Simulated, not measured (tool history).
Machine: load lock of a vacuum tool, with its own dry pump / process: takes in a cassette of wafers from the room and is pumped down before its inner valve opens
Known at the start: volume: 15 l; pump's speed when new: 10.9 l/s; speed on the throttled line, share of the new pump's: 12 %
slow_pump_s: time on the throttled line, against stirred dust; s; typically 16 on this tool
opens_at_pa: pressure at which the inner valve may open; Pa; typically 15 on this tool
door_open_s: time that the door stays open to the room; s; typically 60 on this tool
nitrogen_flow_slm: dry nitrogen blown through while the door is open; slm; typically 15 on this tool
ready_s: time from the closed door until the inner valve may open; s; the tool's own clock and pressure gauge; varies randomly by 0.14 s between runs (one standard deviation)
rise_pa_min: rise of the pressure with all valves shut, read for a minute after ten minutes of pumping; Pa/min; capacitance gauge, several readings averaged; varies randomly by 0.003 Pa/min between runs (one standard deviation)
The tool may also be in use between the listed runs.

run	day	slow_pump_s	opens_at_pa	door_open_s	nitrogen_flow_slm	incoming humidity of the room's air, %	ready_s	rise_pa_min
1	0	16	15	60	15	46	27.7	0.157
2	11.129	16	15	60	30	45.3	27.7	0.138
3	21.671	16	15	60	30	46.1	27.6	0.149
4	28.325	16	15	60	15	45.7	27.5	0.163
5	37.971	16	15	60	15	44.5	27.7	0.162
6	44.55	18	15	60	15	42.3	29.4	0.162
7	55.558	18	15	60	15	45.3	29.2	0.167
8	61.221	10	15	43	15	45	22.6	0.158
9	67.625	11	26	132	15	44.2	22.4	0.196
10	72.588	11	26	132	15	46.7	22.6	0.209
11	80.758	17	15	60	30	43.8	28.7	0.161
12	87.571	17	15	28	30	47.5	28.6	0.154
13	94.438	16	15	60	16	47.9	27.7	0.174
14	102.312	16	15	60	16	46.4	27.8	0.178

5 options for the next run, each taken on its own from the tool as it stands now. Forecast them:
A	111.383	16	16	39	12	42.9	?	?
B	111.383	26	30	60	13	42.6	?	?
C	111.383	16	17	60	15	48.8	?	?
D	111.383	16	29	62	6	46	?	?
E	111.383	30	21	54	15	41.1	?	?

run	ready_s	rise_pa_min
A	27.7	0.175
B	35.2	0.187
C	27.7	0.186
D	26.7	0.206
E	39.2	0.178
With no hidden state in the tool, these same runs would have given:
run	ready_s	rise_pa_min
A	26.3	0.035
B	34	0.048
C	26.2	0.049
D	25.4	0.07
E	38	0.041

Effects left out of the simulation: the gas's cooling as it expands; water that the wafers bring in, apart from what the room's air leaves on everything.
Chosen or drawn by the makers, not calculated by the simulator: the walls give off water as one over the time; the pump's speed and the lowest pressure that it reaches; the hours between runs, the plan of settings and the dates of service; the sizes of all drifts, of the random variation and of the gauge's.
